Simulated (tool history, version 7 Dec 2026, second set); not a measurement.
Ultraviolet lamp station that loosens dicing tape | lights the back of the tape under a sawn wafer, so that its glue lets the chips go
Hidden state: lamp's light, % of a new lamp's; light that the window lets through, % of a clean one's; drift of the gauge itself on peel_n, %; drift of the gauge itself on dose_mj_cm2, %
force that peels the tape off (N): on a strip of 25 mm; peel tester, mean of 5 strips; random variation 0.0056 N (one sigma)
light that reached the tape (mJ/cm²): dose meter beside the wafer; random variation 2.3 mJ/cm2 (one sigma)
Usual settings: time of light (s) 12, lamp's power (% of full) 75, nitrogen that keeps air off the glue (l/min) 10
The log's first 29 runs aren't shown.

| run | hour | time of light (s) | lamp's power (% of full) | nitrogen that keeps air off the glue (l/min) | hours of work of the lamp | hours of work since the window was cleaned | force that peels the tape off (N) | light that reached the tape (mJ/cm²) |
|---|---|---|---|---|---|---|---|---|
| 30 | 182.3 | 20 | 71 | 8 | 347 | 260 | 0.11 | 285 |
| 31 | 191.6 | 12 | 75 | 9 | 354 | 267 | 0.219 | 177 |
| 32 | 196.7 | 12 | 71 | 10 | 357 | 271 | 0.229 | 167 |
| 33 | 205 | 12 | 71 | 10 | 364 | 277 | 0.208 | 167 |
| 34 | 209.9 | 12 | 71 | 10 | 367 | 281 | 0.221 | 165 |
| 35 | 217 | 23 | 61 | 3 | 373 | 286 | 0.22 | 273 |
| 36 | 226.6 | 6 | 97 | 11 | 380 | 294 | 0.454 | 111 |
| 37 | 234.8 | 12 | 75 | 20 | 386 | 300 | 0.142 | 170 |
| 38 | 242.1 | 12 | 75 | 20 | 392 | 305 | 0.147 | 172 |
| 39 | 249.4 | 12 | 75 | 20 | 397 | 311 | 0.145 | 170 |
|  | 251.3 | window cleaned of glue's vapour |
| 40 | 257.4 | 12 | 75 | 20 | 403 | 5 | 0.123 | 190 |
| 41 | 264.4 | 22 | 92 | 7 | 408 | 10 | 0.098 | 423 |
| 42 | 272.1 | 12 | 67 | 8 | 414 | 16 | 0.275 | 162 |

4 ways to go on from here, each from the tool as it stands after run 42. What would each give?
| A | 279.7 | 15 | 78 | 8 | 420 | 21 | ? | ? |
| B | 279.7 | 12 | 67 | 5 | 420 | 21 | ? | ? |
| C | 279.7 | 8 | 67 | 8 | 420 | 21 | ? | ? |
| D | 279.7 | 18 | 66 | 10 | 420 | 21 | ? | ? |

| run | force that peels the tape off (N) | light that reached the tape (mJ/cm²) |
|---|---|---|
| A | 0.126 | 247 |
| B | 0.369 | 165 |
| C | 0.538 | 115 |
| D | 0.123 | 241 |
Without the tool's hidden state the same runs would have given:
| run | force that peels the tape off (N) | light that reached the tape (mJ/cm²) |
|---|---|---|
| A | 0.099 | 300 |
| B | 0.252 | 201 |
| C | 0.378 | 140 |
| D | 0.105 | 295 |

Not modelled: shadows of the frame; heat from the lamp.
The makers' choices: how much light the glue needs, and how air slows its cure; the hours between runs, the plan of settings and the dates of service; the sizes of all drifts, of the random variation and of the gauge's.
